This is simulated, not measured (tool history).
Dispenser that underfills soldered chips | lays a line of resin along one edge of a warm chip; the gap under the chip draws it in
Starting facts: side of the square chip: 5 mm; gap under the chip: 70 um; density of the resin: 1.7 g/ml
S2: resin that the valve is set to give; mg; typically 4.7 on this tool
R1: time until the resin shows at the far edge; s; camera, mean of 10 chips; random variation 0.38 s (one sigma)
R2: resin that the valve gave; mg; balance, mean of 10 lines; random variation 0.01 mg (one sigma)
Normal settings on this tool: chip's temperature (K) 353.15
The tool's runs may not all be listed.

Run 1, hour 0: usual settings. Result: R1 26.3 s, R2 4.66 mg.
Run 2, hour 2.1: usual settings. Result: R1 27.8 s, R2 4.66 mg.
At hour 5.4: new syringe of resin.
Run 3, hour 5.4: usual settings. Result: R1 23.7 s, R2 4.64 mg.
Run 4, hour 8.1: usual settings. Result: R1 26.6 s, R2 4.65 mg.
Run 5, hour 11.3: usual settings but chip's temperature (K) 364.15. Result: R1 20 s, R2 4.62 mg.
At hour 12.5: new syringe of resin.
Run 6, hour 14.7: usual settings but chip's temperature (K) 364.15. Result: R1 16.7 s, R2 4.64 mg.
Run 7, hour 18: usual settings. Result: R1 30.7 s, R2 4.64 mg.
At hour 19.7: new syringe of resin.
Run 8, hour 20.2: usual settings. Result: R1 24.8 s, R2 4.63 mg.
Run 9, hour 23.9: usual settings but chip's temperature (K) 352.15. Result: R1 28.5 s, R2 4.63 mg.
Run 10, hour 25.8: usual settings but chip's temperature (K) 352.15. Result: R1 31.2 s, R2 4.63 mg.
At hour 26.7: new syringe of resin.
At hour 27.7: dispensing valve cleaned and set on the balance.
Run 11, hour 31.3: usual settings. Result: R1 27.8 s, R2 4.7 mg.
At hour 34.9: new syringe of resin.
Run 12, hour 36: usual settings. Result: R1 25.3 s, R2 4.69 mg.
Run 13, hour 40.1: usual settings but chip's temperature (K) 363.15. Result: R1 20.1 s, R2 4.71 mg.
At hour 42: new syringe of resin.
Run 14, hour 45: usual settings but chip's temperature (K) 338.15. Result: R1 51.5 s, R2 4.7 mg.
At hour 49.3: new syringe of resin.
Run 15, hour 49.4: usual settings. Result: R1 24.8 s, R2 4.7 mg.
Run 16, hour 53.5: usual settings. Result: R1 28.7 s, R2 4.69 mg.
Run 17, hour 55.6: usual settings. Result: R1 31.7 s, R2 4.69 mg.
At hour 56.6: new syringe of resin.
Run 18, hour 58: usual settings but chip's temperature (K) 347.15, S2 4.26 mg. Result: R1 33.3 s, R2 4.24 mg.
Run 19, hour 59.9: usual settings but chip's temperature (K) 346.15, S2 5.2 mg. Result: R1 36.9 s, R2 5.17 mg.
At hour 63.8: new syringe of resin.
Run 20, hour 64.4: usual settings but chip's temperature (K) 346.15, S2 5.2 mg. Result: R1 32.2 s, R2 5.18 mg.
Run 21, hour 66.9: usual settings but chip's temperature (K) 357.15, S2 5.26 mg. Result: R1 22.7 s, R2 5.23 mg.
Run 22, hour 70: usual settings but chip's temperature (K) 339.15, S2 5.84 mg. Result: R1 55.1 s, R2 5.81 mg.
At hour 70.8: new syringe of resin.
Run 23, hour 72.5: usual settings but chip's temperature (K) 341.15, S2 5.55 mg. Result: R1 41.1 s, R2 5.51 mg.
Run 24, hour 74.5: usual settings but chip's temperature (K) 351.15, S2 4.43 mg. Result: R1 30 s, R2 4.4 mg.
At hour 78.3: new syringe of resin.
Run 25, hour 78.9: usual settings but chip's temperature (K) 351.15, S2 4.43 mg. Result: R1 26.2 s, R2 4.39 mg.
Run 26, hour 81.5: usual settings but chip's temperature (K) 351.15, S2 4.43 mg. Result: R1 29.9 s, R2 4.4 mg.
At hour 85.5: new syringe of resin.
Run 27, hour 85.7: usual settings but chip's temperature (K) 351.15, S2 4.43 mg. Result: R1 28.1 s, R2 4.38 mg.
Run 28, hour 89: usual settings but chip's temperature (K) 360.15, S2 6.06 mg. Result: R1 22 s, R2 6 mg.
Run 29, hour 91.9: usual settings but chip's temperature (K) 342.15, S2 4.31 mg. Result: R1 52.3 s, R2 4.25 mg.
At hour 92.7: new syringe of resin.
Run 30, hour 94.6: usual settings but chip's temperature (K) 342.15, S2 4.31 mg. Result: R1 41.6 s, R2 4.27 mg.
Run 31, hour 96.6: usual settings but chip's temperature (K) 354.15, S2 5.28 mg. Result: R1 27.4 s, R2 5.22 mg.
Run 32, hour 98.6: usual settings but chip's temperature (K) 354.15, S2 5.28 mg. Result: R1 29.1 s, R2 5.21 mg.

5 ways to go on from here, each from the tool as it stands after run 32. What would each give?
At hour 99.8: new syringe of resin.
Run A, hour 100.8: usual settings but chip's temperature (K) 363.15, S2 5.95 mg. Result: R1 ?, R2 ?.
At hour 99.8: new syringe of resin.
Run B, hour 100.8: usual settings but chip's temperature (K) 349.15, S2 6.04 mg. Result: R1 ?, R2 ?.
At hour 99.8: new syringe of resin.
Run C, hour 100.8: usual settings but chip's temperature (K) 344.15, S2 5.14 mg. Result: R1 ?, R2 ?.
At hour 99.8: new syringe of resin.
Run D, hour 100.8: usual settings but chip's temperature (K) 365.15, S2 4.79 mg. Result: R1 ?, R2 ?.
At hour 99.8: new syringe of resin.
Run E, hour 100.8: usual settings but chip's temperature (K) 341.15, S2 4.08 mg. Result: R1 ?, R2 ?.

run    R1    R2
  A  16.8  5.87
  B  29.7  5.97
  C  36.6  5.08
  D  16.2  4.73
  E  43.5  4.01
Take away the tool's hidden state, keep each run's random variation, and the runs would have read:
run    R1    R2
  A  15.3  5.94
  B    27  6.05
  C  33.3  5.15
  D  14.8   4.8
  E  39.5  4.06

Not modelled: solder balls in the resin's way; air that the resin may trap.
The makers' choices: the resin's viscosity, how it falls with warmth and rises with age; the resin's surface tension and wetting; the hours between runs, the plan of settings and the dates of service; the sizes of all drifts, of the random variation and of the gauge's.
